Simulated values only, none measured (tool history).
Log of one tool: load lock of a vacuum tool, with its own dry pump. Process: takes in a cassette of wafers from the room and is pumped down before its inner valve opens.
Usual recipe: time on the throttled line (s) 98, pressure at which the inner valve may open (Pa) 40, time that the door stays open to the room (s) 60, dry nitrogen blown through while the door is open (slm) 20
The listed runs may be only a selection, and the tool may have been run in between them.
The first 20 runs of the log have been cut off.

run,hour,time on the throttled line (s),pressure at which the inner valve may open (Pa),time that the door stays open to the room (s),dry nitrogen blown through while the door is open (slm),hours that the pump has run since its overhaul,times that the door has closed on its seal,"incoming humidity of the room's air, %",time from the closed door until the inner valve may open (s),rise of the pressure with all valves shut (Pa/min)
21,2750.3,98,34,44,20,12149,21486,44.8,185.2,0.118
22,2938.3,98,34,44,20,12337,21915,43.8,182.8,0.117
23,3039.7,98,40,27,20,12439,22147,43.7,182.6,0.109
24,3182.1,165,59,60,20,12581,22472,45.7,231.5,0.127
25,3285.3,98,29,60,12,12684,22707,48.0,187.9,0.135
26,3417.4,98,40,27,13,12816,23009,45.8,183.6,0.122
27,3575.1,98,40,27,13,12974,23369,47.4,181.8,0.121
28,3661.6,185,40,27,26,13061,23566,45.7,252.6,0.116
29,3789.3,108,58,27,26,13188,23858,46.9,186.0,0.127
30,3966.2,90,40,51,5,13365,24261,48.6,177.8,0.156
31,4095.9,90,40,51,5,13495,24558,42.2,174.7,0.150
32,4281.0,94,67,60,20,13680,24980,46.3,171.7,0.138
33,4399.2,155,47,28,22,13798,25250,43.6,226.9,0.129
34,4585.9,155,47,28,22,13985,25676,46.5,227.8,0.139
# hour 4790.4: dry pump taken out, an overhauled one fitted
35,4790.4,155,47,28,22,0,26129,46.9,213.7,0.135
36,4949.3,155,50,37,22,159,26492,44.3,215.7,0.147
37,5058.2,155,50,37,22,268,26740,44.0,214.3,0.146

Here are 3 independent what-if runs from the current tool condition. What would each one return?
A,5187.5,98,40,40,20,397,27035,44.0,?,?
B,5187.5,78,50,50,32,397,27035,45.3,?,?
C,5187.5,100,40,70,30,397,27035,46.0,?,?

run,time from the closed door until the inner valve may open (s),rise of the pressure with all valves shut (Pa/min)
A,169.7,0.148
B,150.6,0.149
C,170.6,0.155
Stripped of hidden state, with their random variation kept, the same runs would have yielded:
run,time from the closed door until the inner valve may open (s),rise of the pressure with all valves shut (Pa/min)
A,168.3,0.018
B,149.4,0.019
C,169.4,0.025
